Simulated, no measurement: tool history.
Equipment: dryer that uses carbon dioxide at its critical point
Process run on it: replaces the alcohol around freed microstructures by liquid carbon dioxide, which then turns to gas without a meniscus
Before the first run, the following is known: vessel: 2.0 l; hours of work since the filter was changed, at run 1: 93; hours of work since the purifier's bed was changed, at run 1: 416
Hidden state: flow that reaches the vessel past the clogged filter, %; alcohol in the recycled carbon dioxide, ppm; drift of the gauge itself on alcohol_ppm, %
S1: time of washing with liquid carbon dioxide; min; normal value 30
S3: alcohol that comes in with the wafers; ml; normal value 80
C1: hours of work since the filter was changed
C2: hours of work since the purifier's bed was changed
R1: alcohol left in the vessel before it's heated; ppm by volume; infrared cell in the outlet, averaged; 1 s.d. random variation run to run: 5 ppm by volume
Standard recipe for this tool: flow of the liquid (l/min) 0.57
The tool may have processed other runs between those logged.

{"run": 1, "hour": 0.0, "S1": 30, "flow of the liquid (l/min)": 0.57, "S3": 80, "C1": 93, "C2": 416, "R1": 113}
{"run": 2, "hour": 14.8, "S1": 29, "flow of the liquid (l/min)": 0.57, "S3": 80, "C1": 101, "C2": 423, "R1": 122}
{"run": 3, "hour": 27.8, "S1": 29, "flow of the liquid (l/min)": 0.57, "S3": 80, "C1": 107, "C2": 430, "R1": 119}
{"run": 4, "hour": 37.9, "S1": 29, "flow of the liquid (l/min)": 0.57, "S3": 80, "C1": 112, "C2": 435, "R1": 121}
{"run": 5, "hour": 52.9, "S1": 29, "flow of the liquid (l/min)": 0.57, "S3": 80, "C1": 120, "C2": 442, "R1": 130}
{"run": 6, "hour": 66.0, "S1": 29, "flow of the liquid (l/min)": 0.57, "S3": 80, "C1": 126, "C2": 449, "R1": 136}
{"run": 7, "hour": 77.3, "S1": 38, "flow of the liquid (l/min)": 0.57, "S3": 80, "C1": 132, "C2": 454, "R1": 70}
{"run": 8, "hour": 94.0, "S1": 41, "flow of the liquid (l/min)": 0.529, "S3": 25, "C1": 140, "C2": 463, "R1": 65}
{"run": 9, "hour": 112.0, "S1": 35, "flow of the liquid (l/min)": 0.358, "S3": 28, "C1": 149, "C2": 472, "R1": 169}
{"run": 10, "hour": 126.7, "S1": 35, "flow of the liquid (l/min)": 0.358, "S3": 28, "C1": 156, "C2": 479, "R1": 175}
{"run": 11, "hour": 144.3, "S1": 35, "flow of the liquid (l/min)": 0.358, "S3": 28, "C1": 165, "C2": 488, "R1": 183}
{"run": 12, "hour": 162.4, "S1": 18, "flow of the liquid (l/min)": 0.842, "S3": 30, "C1": 174, "C2": 497, "R1": 129}
{"run": 13, "hour": 176.8, "S1": 18, "flow of the liquid (l/min)": 0.842, "S3": 46, "C1": 181, "C2": 504, "R1": 170}
{"hour": 184.7, "done": "inlet filter changed"}
{"run": 14, "hour": 198.2, "S1": 36, "flow of the liquid (l/min)": 0.842, "S3": 46, "C1": 7, "C2": 514, "R1": 70}

Same runs, no hidden state in the tool, same run-to-run variation:
run=1 R1=41
run=2 R1=43
run=3 R1=39
run=4 R1=35
run=5 R1=40
run=6 R1=45
run=7 R1=5
run=8 R1=2
run=9 R1=60
run=10 R1=64
run=11 R1=65
run=12 R1=32
run=13 R1=49
run=14 R1=6
